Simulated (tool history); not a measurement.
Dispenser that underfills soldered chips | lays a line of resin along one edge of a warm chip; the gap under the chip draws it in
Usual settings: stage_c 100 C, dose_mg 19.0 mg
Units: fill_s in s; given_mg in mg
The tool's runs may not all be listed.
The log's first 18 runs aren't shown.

run,day,stage_c,dose_mg,hours of work since the syringe was changed,hours of work since the valve was cleaned,hours of work since the stage was calibrated,fill_s,given_mg
19,2.871,114,23.8,7,14,212,302.1,23.55
# day 2.950: new syringe of resin
20,3.117,96,21.2,3,18,216,461.2,21.16
21,3.300,96,21.2,6,22,219,568.5,20.71
# day 3.392: new syringe of resin
22,3.488,96,20.0,2,25,222,438.9,19.67
23,3.625,96,20.0,4,27,225,513.2,19.66
24,3.733,90,23.0,6,29,227,695.6,22.47
# day 3.838: new syringe of resin
25,3.992,91,20.1,3,34,231,529.7,19.62
26,4.188,91,20.1,6,37,235,682.6,19.53
# day 4.292: new syringe of resin
27,4.400,91,20.1,2,41,238,529.6,19.66
28,4.642,109,19.0,6,45,242,373.6,18.46
# day 4.750: new syringe of resin
29,4.754,109,19.0,0,47,244,258.9,18.42
30,4.946,109,19.0,4,50,248,311.5,18.43
31,5.104,109,19.0,6,53,250,373.3,18.34
# day 5.192: new syringe of resin
32,5.288,114,21.4,2,56,254,235.4,20.88
33,5.467,91,18.0,5,59,257,654.6,17.15
# day 5.638: new syringe of resin
34,5.638,88,21.7,0,62,260,527.3,20.65
# day 5.821: dispensing valve cleaned and set on the balance
35,5.904,113,17.2,4,1,263,283.6,17.19
# day 6.133: new syringe of resin
36,6.150,113,17.2,0,6,268,229.3,17.04

Forecast each of these 3 alternatives for the next run:
A,6.288,100,17.8,3,8,270,?,?
B,6.288,100,24.5,3,8,270,?,?
C,6.288,96,16.5,3,8,270,?,?

run,fill_s,given_mg
A,413.1,17.63
B,393.1,24.34
C,491.2,16.33
Without the tool's hidden state the same runs would have given:
run,fill_s,given_mg
A,333.1,17.76
B,317.4,24.52
C,395.1,16.46
